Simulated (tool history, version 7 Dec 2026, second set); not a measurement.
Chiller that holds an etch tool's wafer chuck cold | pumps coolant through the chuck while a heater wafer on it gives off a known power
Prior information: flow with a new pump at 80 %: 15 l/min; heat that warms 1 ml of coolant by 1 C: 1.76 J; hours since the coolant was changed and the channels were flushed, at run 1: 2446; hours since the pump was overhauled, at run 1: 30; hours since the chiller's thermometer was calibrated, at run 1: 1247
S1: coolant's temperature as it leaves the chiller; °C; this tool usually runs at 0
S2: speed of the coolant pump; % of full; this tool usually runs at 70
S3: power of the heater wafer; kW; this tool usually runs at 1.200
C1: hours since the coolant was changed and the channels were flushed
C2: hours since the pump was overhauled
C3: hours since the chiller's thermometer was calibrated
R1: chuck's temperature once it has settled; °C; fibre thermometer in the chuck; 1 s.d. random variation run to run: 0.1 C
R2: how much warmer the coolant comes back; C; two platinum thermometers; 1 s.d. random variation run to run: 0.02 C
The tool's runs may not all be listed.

Run 1, hour 0.0: usual settings; C1 2446; C2 30; C3 1247. Result: R1 9.7 °C, R2 3.14 C.
Run 2, hour 23.7: usual settings; C1 2469; C2 54; C3 1271. Result: R1 9.9 °C, R2 3.14 C.
Run 3, hour 63.6: usual settings; C1 2509; C2 94; C3 1311. Result: R1 9.8 °C, R2 3.14 C.
Run 4, hour 83.8: usual settings; C1 2529; C2 114; C3 1331. Result: R1 10.0 °C, R2 3.15 C.
Run 5, hour 112.6: usual settings but S2 90 % of full; C1 2558; C2 143; C3 1360. Result: R1 7.7 °C, R2 2.36 C.
Run 6, hour 143.3: usual settings but S2 90 % of full; C1 2589; C2 173; C3 1391. Result: R1 7.5 °C, R2 2.38 C.
Run 7, hour 175.4: usual settings but S2 90 % of full; C1 2621; C2 205; C3 1423. Result: R1 7.7 °C, R2 2.37 C.
Run 8, hour 219.9: usual settings but S1 8 °C, S2 90 % of full; C1 2666; C2 250; C3 1467. Result: R1 15.6 °C, R2 2.41 C.
Run 9, hour 240.6: usual settings but S1 -5 °C, S2 93 % of full, S3 0.787 kW; C1 2686; C2 271; C3 1488. Result: R1 -0.2 °C, R2 1.53 C.
Run 10, hour 281.9: usual settings but S2 80 % of full, S3 0.635 kW; C1 2728; C2 312; C3 1529. Result: R1 4.5 °C, R2 1.42 C.
Run 11, hour 326.4: usual settings but S1 -3 °C, S2 74 % of full, S3 0.635 kW; C1 2772; C2 356; C3 1574. Result: R1 1.9 °C, R2 1.58 C.
Run 12, hour 352.8: usual settings but S1 9 °C, S2 86 % of full, S3 0.657 kW; C1 2798; C2 383; C3 1600. Result: R1 13.1 °C, R2 1.38 C.
Run 13, hour 372.1: usual settings but S1 -2 °C, S2 91 % of full, S3 1.180 kW; C1 2818; C2 402; C3 1619. Result: R1 5.5 °C, R2 2.32 C.
Run 14, hour 402.2: usual settings but S1 9 °C, S2 61 % of full, S3 1.418 kW; C1 2848; C2 432; C3 1649. Result: R1 23.0 °C, R2 4.37 C.
Run 15, hour 428.8: usual settings but S1 -7 °C, S2 65 % of full, S3 1.418 kW; C1 2875; C2 459; C3 1676. Result: R1 5.8 °C, R2 4.12 C.

Alternative continuations, all from the tool just after run 15; predict every row:
Run A, hour 457.2: usual settings but S1 -3 °C, S2 76 % of full, S3 1.506 kW; C1 2903; C2 487; C3 1704. Result: R1 ?, R2 ?.
Run B, hour 457.2: usual settings but S1 2 °C; C1 2903; C2 487; C3 1704. Result: R1 ?, R2 ?.
Run C, hour 457.2: usual settings but S1 -9 °C, S2 96 % of full, S3 1.544 kW; C1 2903; C2 487; C3 1704. Result: R1 ?, R2 ?.
Run D, hour 457.2: usual settings but S1 2 °C, S2 67 % of full, S3 1.019 kW; C1 2903; C2 487; C3 1704. Result: R1 ?, R2 ?.

run    R1    R2
  A   8.5  3.61
  B  12.2  3.16
  C   0.3  2.83
  D  10.9  2.83
Take away the tool's hidden state, keep each run's random variation, and the runs would have read:
run    R1    R2
  A   6.9  3.59
  B  10.9  3.15
  C  -0.9  2.82
  D   9.7  2.82

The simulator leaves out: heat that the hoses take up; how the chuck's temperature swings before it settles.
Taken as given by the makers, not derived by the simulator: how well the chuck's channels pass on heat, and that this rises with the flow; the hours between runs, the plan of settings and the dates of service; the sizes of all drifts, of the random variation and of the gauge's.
